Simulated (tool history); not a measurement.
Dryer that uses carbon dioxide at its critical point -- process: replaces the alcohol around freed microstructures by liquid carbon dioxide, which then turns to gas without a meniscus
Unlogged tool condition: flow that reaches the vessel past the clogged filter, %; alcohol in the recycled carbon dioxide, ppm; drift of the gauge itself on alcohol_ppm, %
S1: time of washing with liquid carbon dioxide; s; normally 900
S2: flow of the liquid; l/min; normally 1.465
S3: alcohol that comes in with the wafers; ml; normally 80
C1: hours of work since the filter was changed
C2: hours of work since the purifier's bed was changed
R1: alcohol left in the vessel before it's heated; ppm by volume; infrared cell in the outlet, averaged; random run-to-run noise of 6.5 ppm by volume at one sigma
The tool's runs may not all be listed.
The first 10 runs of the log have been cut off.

run	hour	S1	S2	S3	C1	C2	R1
11	315.8	900	1.960	80	440	570	315
# hour 322.8: inlet filter changed
# hour 343.3: purifier's bed changed
12	364.9	900	1.960	80	31	17	79
13	388.2	900	1.960	80	49	36	88
14	409.1	900	1.465	80	66	52	322
15	430.2	900	1.465	80	83	69	332
16	465.8	720	1.465	80	111	97	739
17	513.8	900	1.100	39	149	135	478
18	544.8	960	1.465	80	173	159	304
19	585.2	900	1.465	25	205	191	173
20	616.8	540	0.960	28	230	216	1457
21	657.3	660	1.420	59	262	249	926
22	705.9	660	2.110	73	301	287	366
23	743.4	660	2.110	73	331	317	390
24	776.9	660	1.080	80	357	343	2466
25	823.8	660	1.080	80	394	380	2549
26	860.0	840	1.860	30	423	409	219
# hour 889.0: inlet filter changed
27	906.9	1440	1.770	100	14	445	156
28	946.3	1260	1.430	59	45	477	209
29	993.2	1260	1.430	59	82	514	218
30	1016.5	1260	1.430	59	101	532	227
31	1045.0	1260	1.430	59	123	555	226
32	1086.0	540	1.790	60	156	587	923

What if the next run were any one of these 4? Each begins from the tool's condition after run 32:
# hour 1093.2: purifier's bed changed
A	1127.2	900	1.210	30	186	27	?
# hour 1093.2: purifier's bed changed
B	1127.2	600	1.465	108	186	27	?
# hour 1093.2: purifier's bed changed
C	1127.2	1080	1.790	25	186	27	?
# hour 1093.2: purifier's bed changed
D	1127.2	660	1.465	65	186	27	?

run	R1
A	254
B	1750
C	26
D	820
With the hidden condition removed and each run's random variation left untouched, the same runs would have given:
run	R1
A	213
B	1555
C	13
D	717
